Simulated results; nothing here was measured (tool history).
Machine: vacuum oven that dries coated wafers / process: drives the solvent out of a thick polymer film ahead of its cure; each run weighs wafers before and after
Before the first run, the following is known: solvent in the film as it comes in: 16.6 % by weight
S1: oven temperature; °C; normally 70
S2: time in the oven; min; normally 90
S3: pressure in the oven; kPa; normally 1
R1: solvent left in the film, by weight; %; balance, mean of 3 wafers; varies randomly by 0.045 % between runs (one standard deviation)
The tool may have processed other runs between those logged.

| run | hour | S1 | S2 | S3 | R1 |
|---|---|---|---|---|---|
| 1 | 0 | 70 | 90 | 1 | 3.98 |
| 2 | 33.6 | 70 | 90 | 1 | 4.07 |
| 3 | 60.6 | 70 | 148 | 1 | 1.95 |
| 4 | 85.9 | 70 | 148 | 1 | 1.93 |
| 5 | 114.3 | 70 | 90 | 3.53 | 4.44 |
| 6 | 137.3 | 70 | 90 | 1.89 | 4.17 |
|  | 148.1 | oven's thermocouples calibrated |
| 7 | 166.4 | 70 | 90 | 1.89 | 4.11 |
| 8 | 217.3 | 70 | 78 | 1 | 4.7 |
| 9 | 249.4 | 70 | 78 | 1 | 4.67 |
| 10 | 272.3 | 70 | 78 | 1 | 4.74 |
| 11 | 319.1 | 70 | 78 | 1 | 4.7 |
| 12 | 354.1 | 70 | 78 | 1 | 4.76 |
| 13 | 393.2 | 58 | 108 | 1.83 | 7.37 |
| 14 | 445.9 | 70 | 90 | 1.51 | 4.18 |
| 15 | 472.7 | 74 | 52 | 1.45 | 5.5 |
| 16 | 527.2 | 77 | 52 | 0.51 | 4.38 |
| 17 | 576.1 | 77 | 108 | 0.51 | 1.25 |
| 18 | 609.2 | 65 | 131 | 1.38 | 4.01 |
| 19 | 646 | 66 | 131 | 1.23 | 3.69 |
| 20 | 675.9 | 70 | 135 | 1 | 2.31 |
| 21 | 721.2 | 59 | 110 | 1 | 6.82 |

Each row is a separate what-if for the run after 21, all from the same tool condition, not one after another. Results?
| A | 768 | 76 | 93 | 1.37 | ? |
| B | 768 | 60 | 56 | 1 | ? |
| C | 768 | 70 | 90 | 3.03 | ? |
| D | 768 | 59 | 110 | 1.49 | ? |

| run | R1 |
|---|---|
| A | 2.14 |
| B | 9.34 |
| C | 4.4 |
| D | 6.96 |
With no hidden state in the tool, these same runs would have given:
| run | R1 |
|---|---|
| A | 2.14 |
| B | 9.34 |
| C | 4.39 |
| D | 6.95 |

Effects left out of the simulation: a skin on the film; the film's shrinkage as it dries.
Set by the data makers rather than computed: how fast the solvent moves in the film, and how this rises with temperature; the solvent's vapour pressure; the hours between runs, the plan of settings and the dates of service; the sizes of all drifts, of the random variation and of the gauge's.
